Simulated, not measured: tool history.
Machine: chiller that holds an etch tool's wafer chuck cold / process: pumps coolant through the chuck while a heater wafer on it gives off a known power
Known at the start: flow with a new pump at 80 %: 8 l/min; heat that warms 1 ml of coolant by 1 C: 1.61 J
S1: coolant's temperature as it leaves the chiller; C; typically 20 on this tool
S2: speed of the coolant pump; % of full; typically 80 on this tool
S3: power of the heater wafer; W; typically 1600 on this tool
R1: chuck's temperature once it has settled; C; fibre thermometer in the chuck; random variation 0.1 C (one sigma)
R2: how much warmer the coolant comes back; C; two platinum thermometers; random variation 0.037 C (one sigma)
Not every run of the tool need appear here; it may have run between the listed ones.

{"run": 1, "hour": 0.0, "S1": 20, "S2": 80, "S3": 1600, "R1": 36.3, "R2": 8.48}
{"run": 2, "hour": 187.0, "S1": 20, "S2": 80, "S3": 1600, "R1": 36.5, "R2": 8.39}
{"run": 3, "hour": 341.7, "S1": 20, "S2": 80, "S3": 1600, "R1": 36.7, "R2": 8.43}
{"run": 4, "hour": 420.3, "S1": 20, "S2": 80, "S3": 1600, "R1": 36.7, "R2": 8.47}
{"run": 5, "hour": 554.3, "S1": 20, "S2": 80, "S3": 1761, "R1": 38.3, "R2": 9.35}
{"run": 6, "hour": 643.8, "S1": 20, "S2": 80, "S3": 1600, "R1": 36.9, "R2": 8.48}
{"run": 7, "hour": 811.4, "S1": 16, "S2": 80, "S3": 1600, "R1": 32.8, "R2": 8.58}
{"run": 8, "hour": 966.0, "S1": 16, "S2": 80, "S3": 1600, "R1": 33.0, "R2": 8.62}
{"run": 9, "hour": 1066.8, "S1": 20, "S2": 87, "S3": 1600, "R1": 36.2, "R2": 7.85}
{"hour": 1251.5, "done": "coolant pump overhauled"}
{"run": 10, "hour": 1263.1, "S1": 20, "S2": 87, "S3": 1600, "R1": 34.9, "R2": 6.84}
{"run": 11, "hour": 1439.5, "S1": 20, "S2": 87, "S3": 1074, "R1": 30.3, "R2": 4.62}
{"run": 12, "hour": 1559.8, "S1": 19, "S2": 80, "S3": 1600, "R1": 35.0, "R2": 7.5}
{"run": 13, "hour": 1715.6, "S1": 20, "S2": 80, "S3": 1600, "R1": 36.1, "R2": 7.54}
{"run": 14, "hour": 1885.3, "S1": 20, "S2": 80, "S3": 1600, "R1": 36.4, "R2": 7.53}
{"run": 15, "hour": 1985.2, "S1": 20, "S2": 80, "S3": 1600, "R1": 36.3, "R2": 7.55}
{"hour": 2109.4, "done": "chiller's thermometer calibrated"}
{"run": 16, "hour": 2173.2, "S1": 20, "S2": 80, "S3": 1600, "R1": 35.9, "R2": 7.65}
{"run": 17, "hour": 2346.3, "S1": 20, "S2": 96, "S3": 1600, "R1": 34.2, "R2": 6.28}
{"run": 18, "hour": 2506.3, "S1": 20, "S2": 72, "S3": 1600, "R1": 37.4, "R2": 8.57}
{"run": 19, "hour": 2648.1, "S1": 20, "S2": 72, "S3": 1600, "R1": 37.7, "R2": 8.58}
{"run": 20, "hour": 2750.0, "S1": 20, "S2": 85, "S3": 1759, "R1": 37.3, "R2": 7.96}
{"run": 21, "hour": 2862.5, "S1": 10, "S2": 64, "S3": 1759, "R1": 31.4, "R2": 10.79}
{"run": 22, "hour": 2985.6, "S1": 25, "S2": 97, "S3": 1854, "R1": 41.9, "R2": 7.26}
{"run": 23, "hour": 3109.8, "S1": 29, "S2": 80, "S3": 1600, "R1": 45.7, "R2": 7.72}
{"run": 24, "hour": 3206.3, "S1": 29, "S2": 80, "S3": 1600, "R1": 45.9, "R2": 7.7}
{"run": 25, "hour": 3323.9, "S1": 29, "S2": 80, "S3": 1600, "R1": 45.8, "R2": 7.76}
{"hour": 3377.8, "done": "coolant changed, channels flushed"}
{"run": 26, "hour": 3504.3, "S1": 29, "S2": 80, "S3": 1600, "R1": 44.1, "R2": 7.84}
{"run": 27, "hour": 3596.4, "S1": 16, "S2": 61, "S3": 2142, "R1": 40.6, "R2": 13.88}
{"run": 28, "hour": 3689.4, "S1": 16, "S2": 61, "S3": 2142, "R1": 40.4, "R2": 13.96}
{"run": 29, "hour": 3799.4, "S1": 16, "S2": 61, "S3": 2142, "R1": 40.9, "R2": 14.03}
{"run": 30, "hour": 3889.1, "S1": 16, "S2": 61, "S3": 2142, "R1": 40.9, "R2": 14.04}
{"run": 31, "hour": 3997.8, "S1": 24, "S2": 80, "S3": 1978, "R1": 43.0, "R2": 9.77}
{"run": 32, "hour": 4177.8, "S1": 17, "S2": 90, "S3": 1556, "R1": 30.7, "R2": 6.78}

Here are 3 independent what-if runs from the current tool condition. What would each one return?
{"run": "A", "hour": 4297.7, "S1": 28, "S2": 63, "S3": 1600, "R1": "?", "R2": "?"}
{"run": "B", "hour": 4297.7, "S1": 11, "S2": 92, "S3": 1600, "R1": "?", "R2": "?"}
{"run": "C", "hour": 4297.7, "S1": 11, "S2": 90, "S3": 1556, "R1": "?", "R2": "?"}

run=A R1=46.4 R2=10.16
run=B R1=25.0 R2=6.83
run=C R1=25.0 R2=6.77
Without the tool's hidden state the same runs would have given:
run=A R1=44.8 R2=9.56
run=B R1=23.7 R2=6.43
run=C R1=23.7 R2=6.36
